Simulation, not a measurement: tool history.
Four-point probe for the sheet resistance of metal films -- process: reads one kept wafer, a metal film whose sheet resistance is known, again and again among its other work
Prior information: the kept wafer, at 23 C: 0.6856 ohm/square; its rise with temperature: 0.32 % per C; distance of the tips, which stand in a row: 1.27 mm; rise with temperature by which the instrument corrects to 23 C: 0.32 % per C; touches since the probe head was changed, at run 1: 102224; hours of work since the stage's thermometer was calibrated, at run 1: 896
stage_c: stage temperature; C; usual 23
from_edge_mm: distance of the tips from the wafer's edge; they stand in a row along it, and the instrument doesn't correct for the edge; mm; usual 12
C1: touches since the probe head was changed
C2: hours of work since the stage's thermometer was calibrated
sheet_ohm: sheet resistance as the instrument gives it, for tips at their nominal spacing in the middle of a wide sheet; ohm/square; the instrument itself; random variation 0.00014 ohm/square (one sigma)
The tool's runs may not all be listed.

Run 1, hour 0.0: usual settings; C1 102224; C2 896. Result: sheet_ohm 0.691198 ohm/square.
Run 2, hour 61.3: usual settings but stage_c 19 C; C1 104835; C2 932. Result: sheet_ohm 0.691256 ohm/square.
Run 3, hour 149.0: usual settings but stage_c 19 C; C1 108569; C2 985. Result: sheet_ohm 0.691398 ohm/square.
Run 4, hour 227.5: usual settings but stage_c 19 C; C1 111916; C2 1032. Result: sheet_ohm 0.691562 ohm/square.
Run 5, hour 288.9: usual settings but stage_c 19 C, from_edge_mm 52 mm; C1 114530; C2 1069. Result: sheet_ohm 0.687746 ohm/square.
Run 6, hour 368.7: usual settings but stage_c 19 C, from_edge_mm 52 mm; C1 117928; C2 1117. Result: sheet_ohm 0.688295 ohm/square.
Run 7, hour 494.4: usual settings; C1 123285; C2 1192. Result: sheet_ohm 0.692478 ohm/square.
Run 8, hour 555.7: usual settings but stage_c 32 C; C1 125897; C2 1229. Result: sheet_ohm 0.692368 ohm/square.
Run 9, hour 653.0: usual settings but stage_c 32 C, from_edge_mm 4 mm; C1 130038; C2 1287. Result: sheet_ohm 0.723613 ohm/square.
Run 10, hour 724.9: usual settings but stage_c 32 C, from_edge_mm 4 mm; C1 133104; C2 1330. Result: sheet_ohm 0.723813 ohm/square.
Run 11, hour 806.2: usual settings; C1 136566; C2 1379. Result: sheet_ohm 0.692599 ohm/square.
Run 12, hour 925.6: usual settings; C1 141654; C2 1451. Result: sheet_ohm 0.693181 ohm/square.
Run 13, hour 986.7: usual settings; C1 144255; C2 1487. Result: sheet_ohm 0.693451 ohm/square.
Run 14, hour 1069.9: usual settings but stage_c 22 C; C1 147798; C2 1537. Result: sheet_ohm 0.693316 ohm/square.
Run 15, hour 1153.7: usual settings but from_edge_mm 22 mm; C1 151368; C2 1587. Result: sheet_ohm 0.690550 ohm/square.
Run 16, hour 1210.0: usual settings but from_edge_mm 22 mm; C1 153768; C2 1621. Result: sheet_ohm 0.690698 ohm/square.
At hour 1239.5: stage's thermometer calibrated.
Run 17, hour 1301.3: usual settings but from_edge_mm 22 mm; C1 157635; C2 37. Result: sheet_ohm 0.690000 ohm/square.
Run 18, hour 1378.5: usual settings; C1 160922; C2 83. Result: sheet_ohm 0.692570 ohm/square.
Run 19, hour 1453.7: usual settings; C1 164125; C2 128. Result: sheet_ohm 0.693027 ohm/square.
Run 20, hour 1546.8: usual settings but stage_c 28 C, from_edge_mm 14 mm; C1 168091; C2 184. Result: sheet_ohm 0.691730 ohm/square.
Run 21, hour 1664.8: usual settings but stage_c 32 C, from_edge_mm 37 mm; C1 173120; C2 255. Result: sheet_ohm 0.689586 ohm/square.
Run 22, hour 1782.2: usual settings but stage_c 19 C, from_edge_mm 4 mm; C1 178118; C2 325. Result: sheet_ohm 0.725061 ohm/square.
Run 23, hour 1882.3: usual settings but stage_c 35 C, from_edge_mm 15 mm; C1 182385; C2 385. Result: sheet_ohm 0.692196 ohm/square.
Run 24, hour 1987.4: usual settings but from_edge_mm 13 mm; C1 186860; C2 448. Result: sheet_ohm 0.693310 ohm/square.
Run 25, hour 2096.1: usual settings but stage_c 21 C, from_edge_mm 13 mm; C1 191489; C2 514. Result: sheet_ohm 0.693484 ohm/square.
Run 26, hour 2172.0: usual settings but stage_c 26 C, from_edge_mm 13 mm; C1 194723; C2 559. Result: sheet_ohm 0.693427 ohm/square.
Run 27, hour 2251.9: usual settings but from_edge_mm 69 mm; C1 198129; C2 607. Result: sheet_ohm 0.690619 ohm/square.

What does the tool deliver on the next run?
At hour 2260.1: new probe head fitted.
Run 28, hour 2316.8: usual settings but stage_c 28 C, from_edge_mm 5 mm; C1 2413; C2 645. Result: sheet_ohm ?.

For run 28 the tool returned sheet_ohm 0.710462 ohm/square.
The same run, on a tool lacking any hidden state, would have yielded sheet_ohm 0.708501 ohm/square.
